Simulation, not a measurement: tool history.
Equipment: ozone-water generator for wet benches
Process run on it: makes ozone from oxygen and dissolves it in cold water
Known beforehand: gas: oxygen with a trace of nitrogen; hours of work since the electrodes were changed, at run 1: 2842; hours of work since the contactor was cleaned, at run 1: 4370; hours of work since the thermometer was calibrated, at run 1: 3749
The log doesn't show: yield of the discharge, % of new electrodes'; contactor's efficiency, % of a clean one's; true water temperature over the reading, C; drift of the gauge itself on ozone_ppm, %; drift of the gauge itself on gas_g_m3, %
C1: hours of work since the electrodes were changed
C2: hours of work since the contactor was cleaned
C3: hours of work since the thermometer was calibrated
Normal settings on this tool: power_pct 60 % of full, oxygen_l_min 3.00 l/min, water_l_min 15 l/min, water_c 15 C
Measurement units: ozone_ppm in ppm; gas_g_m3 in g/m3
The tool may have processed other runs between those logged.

run 1 hour=0.0 | power_pct=60 oxygen_l_min=3.00 water_l_min=15 water_c=15 | C1=2842 C2=4370 C3=3749 | ozone_ppm=15.1 gas_g_m3=150.7
run 2 hour=139.1 | power_pct=60 oxygen_l_min=3.00 water_l_min=15 water_c=12 | C1=2967 C2=4495 C3=3874 | ozone_ppm=15.8 gas_g_m3=150.4
run 3 hour=210.8 | power_pct=60 oxygen_l_min=3.00 water_l_min=15 water_c=11 | C1=3031 C2=4559 C3=3939 | ozone_ppm=15.5 gas_g_m3=149.8
run 4 hour=301.4 | power_pct=66 oxygen_l_min=3.00 water_l_min=15 water_c=11 | C1=3113 C2=4641 C3=4020 | ozone_ppm=16.5 gas_g_m3=155.0
run 5 hour=376.9 | power_pct=61 oxygen_l_min=3.00 water_l_min=15 water_c=15 | C1=3181 C2=4709 C3=4088 | ozone_ppm=15.1 gas_g_m3=147.6
run 6 hour=471.9 | power_pct=60 oxygen_l_min=3.00 water_l_min=15 water_c=22 | C1=3266 C2=4794 C3=4174 | ozone_ppm=13.6 gas_g_m3=146.0
run 7 hour=584.1 | power_pct=60 oxygen_l_min=3.00 water_l_min=15 water_c=22 | C1=3367 C2=4895 C3=4274 | ozone_ppm=13.6 gas_g_m3=146.5
-- hour=595.4 water thermometer calibrated
run 8 hour=669.2 | power_pct=60 oxygen_l_min=3.00 water_l_min=15 water_c=15 | C1=3443 C2=4971 C3=66 | ozone_ppm=14.6 gas_g_m3=145.4
run 9 hour=798.1 | power_pct=60 oxygen_l_min=3.00 water_l_min=15 water_c=15 | C1=3559 C2=5087 C3=182 | ozone_ppm=14.6 gas_g_m3=146.2
run 10 hour=895.0 | power_pct=60 oxygen_l_min=3.00 water_l_min=15 water_c=15 | C1=3646 C2=5174 C3=270 | ozone_ppm=14.4 gas_g_m3=144.5
-- hour=933.9 water thermometer calibrated, once more
run 11 hour=1013.4 | power_pct=60 oxygen_l_min=3.00 water_l_min=15 water_c=15 | C1=3752 C2=5280 C3=71 | ozone_ppm=14.4 gas_g_m3=144.7
-- hour=1036.8 contactor cleaned
run 12 hour=1136.6 | power_pct=60 oxygen_l_min=3.00 water_l_min=15 water_c=15 | C1=3860 C2=90 C3=179 | ozone_ppm=14.6 gas_g_m3=143.5
run 13 hour=1253.4 | power_pct=60 oxygen_l_min=4.98 water_l_min=10 water_c=12 | C1=3965 C2=195 C3=284 | ozone_ppm=23.3 gas_g_m3=117.8

What will run 14 give?
run 14 hour=1343.7 | power_pct=60 oxygen_l_min=3.00 water_l_min=20 water_c=15 | C1=4046 C2=276 C3=365 | ozone_ppm=? gas_g_m3=?

{"run 14": {"ozone_ppm": 11.1, "gas_g_m3": 142.4}}
Without the tool's hidden state the same run would have given ozone_ppm 13.3 ppm, gas_g_m3 169.5 g/m3.
